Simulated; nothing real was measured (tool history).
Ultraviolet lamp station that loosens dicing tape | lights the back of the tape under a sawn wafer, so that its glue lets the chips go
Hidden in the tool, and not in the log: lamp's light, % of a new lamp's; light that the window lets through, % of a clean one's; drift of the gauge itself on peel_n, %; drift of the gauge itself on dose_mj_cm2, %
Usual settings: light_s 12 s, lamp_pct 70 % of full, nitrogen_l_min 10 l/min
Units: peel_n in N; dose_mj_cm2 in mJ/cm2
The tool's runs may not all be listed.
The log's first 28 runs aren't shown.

run	hour	light_s	lamp_pct	nitrogen_l_min	hours of work of the lamp	hours of work since the window was cleaned	peel_n	dose_mj_cm2
29	1099.5	9	70	8	809	336	1.045	159
30	1152.6	17	66	6	849	376	0.336	278
31	1178.1	17	66	6	869	396	0.346	278
32	1206.8	9	91	14	890	417	0.494	198
33	1241.6	9	91	14	917	444	0.508	204
# hour 1263.2: window cleaned of glue's vapour
34	1275.0	12	79	9	942	9	0.383	242
35	1314.7	12	84	6	972	39	0.404	256
36	1351.0	11	84	5	1000	67	0.576	234
37	1398.8	12	70	17	1036	103	0.420	207
38	1440.4	12	78	10	1068	135	0.414	227
39	1491.6	8	78	13	1107	174	0.985	153
40	1521.0	10	79	5	1129	196	0.978	188
41	1557.2	7	60	11	1157	224	2.231	101
42	1598.6	8	74	5	1188	255	1.717	135

Forecast each of these 5 alternatives for the next run:
A	1624.7	13	98	5	1208	275	?	?
B	1624.7	9	70	4	1208	275	?	?
C	1624.7	22	93	5	1208	275	?	?
D	1624.7	8	89	5	1208	275	?	?
E	1624.7	7	94	4	1208	275	?	?

run	peel_n	dose_mj_cm2
A	0.330	298
B	1.701	146
C	0.177	476
D	1.261	164
E	1.559	152
Without the tool's hidden state the same runs would have given:
run	peel_n	dose_mj_cm2
A	0.193	401
B	0.956	198
C	0.163	641
D	0.661	221
E	0.863	205
